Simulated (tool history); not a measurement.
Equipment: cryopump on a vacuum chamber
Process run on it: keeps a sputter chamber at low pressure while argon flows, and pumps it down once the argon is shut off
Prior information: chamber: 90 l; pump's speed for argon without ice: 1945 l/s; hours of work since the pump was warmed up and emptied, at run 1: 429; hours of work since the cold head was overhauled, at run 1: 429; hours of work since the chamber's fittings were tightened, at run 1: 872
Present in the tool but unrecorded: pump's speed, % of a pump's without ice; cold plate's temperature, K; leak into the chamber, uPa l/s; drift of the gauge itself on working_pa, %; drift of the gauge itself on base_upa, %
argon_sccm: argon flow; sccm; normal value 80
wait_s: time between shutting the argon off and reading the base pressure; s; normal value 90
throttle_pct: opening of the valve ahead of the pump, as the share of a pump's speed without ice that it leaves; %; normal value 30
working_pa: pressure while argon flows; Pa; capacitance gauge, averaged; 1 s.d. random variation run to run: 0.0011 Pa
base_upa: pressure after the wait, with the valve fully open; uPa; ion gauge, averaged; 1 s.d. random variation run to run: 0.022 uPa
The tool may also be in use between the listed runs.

run,hour,argon_sccm,wait_s,throttle_pct,hours of work since the pump was warmed up and emptied,hours of work since the cold head was overhauled,hours of work since the chamber's fittings were tightened,working_pa,base_upa
1,0.0,80,90,30,429,429,872,0.2439,1.70
2,15.2,80,90,30,442,442,885,0.2449,1.67
3,26.3,80,90,30,452,452,895,0.2419,1.68
4,42.3,80,90,30,466,466,910,0.2431,1.75
5,56.4,80,90,30,479,479,922,0.2455,1.80
6,67.3,80,90,30,489,489,932,0.2436,1.75
7,82.1,80,90,30,502,502,945,0.2442,1.83
8,96.7,80,90,30,515,515,958,0.2454,1.83
9,116.3,80,207,30,532,532,975,0.2457,1.61
10,124.8,131,90,30,540,540,983,0.4027,1.86
11,143.4,131,90,30,556,556,999,0.4058,1.92
12,157.5,80,53,30,569,569,1012,0.2465,2.25
13,170.1,80,53,30,580,580,1023,0.2462,2.29
14,189.6,80,53,30,597,597,1040,0.2450,2.28
15,197.6,80,238,30,604,604,1047,0.2477,1.66
16,212.0,80,58,30,617,617,1060,0.2494,2.30
17,229.3,80,90,30,632,632,1075,0.2491,2.04
18,244.3,80,90,26,646,646,1089,0.2835,2.06
19,258.8,80,90,26,659,659,1102,0.2851,2.13
20,273.0,80,90,20,671,671,1114,0.3678,2.11
21,288.4,80,74,20,685,685,1128,0.3654,2.23
22,304.6,101,30,20,699,699,1142,0.4648,2.99
23,323.4,44,65,23,716,716,1159,0.1774,2.40
24,334.7,44,65,23,726,726,1169,0.1762,2.38
25,354.1,44,65,23,743,743,1186,0.1776,2.43
26,373.1,59,90,30,760,760,1203,0.1865,2.30
27,383.1,59,90,30,769,769,1212,0.1873,2.39
28,399.0,36,58,41,783,783,1226,0.0860,2.60
29,410.4,65,26,38,793,793,1236,0.1671,3.46
30,420.4,149,90,59,802,802,1245,0.2598,2.40
31,429.5,80,73,30,810,810,1253,0.2545,2.52
32,443.6,53,66,32,823,823,1266,0.1588,2.52
33,460.3,53,66,32,837,837,1281,0.1590,2.70

Selected run-to-run steps in working_pa, each split into two signed amounts: the part the tool would show with no hidden state at all (from settings, incoming material and random variation), and the remainder, which goes to the hidden state together with any gauge scatter not common to the measured and the hidden-state-free results:
Run 9 -> 10: argon_sccm 80 -> 131, wait_s 207 -> 90. working_pa +0.1570 Pa: hidden state +0.0091, all else +0.1479.
Run 11 -> 12: argon_sccm 131 -> 80, wait_s 90 -> 53. working_pa -0.1593 Pa: hidden state -0.0090, all else -0.1503.
Run 22 -> 23: argon_sccm 101 -> 44, wait_s 30 -> 65, throttle_pct 20 -> 23. working_pa -0.2874 Pa: hidden state -0.0131, all else -0.2743.
Run 29 -> 30: argon_sccm 65 -> 149, wait_s 26 -> 90, throttle_pct 38 -> 59. working_pa +0.0927 Pa: hidden state +0.0233, all else +0.0694.
Run 30 -> 31: argon_sccm 149 -> 80, wait_s 90 -> 73, throttle_pct 59 -> 30. working_pa -0.0053 Pa: hidden state -0.0187, all else +0.0134.
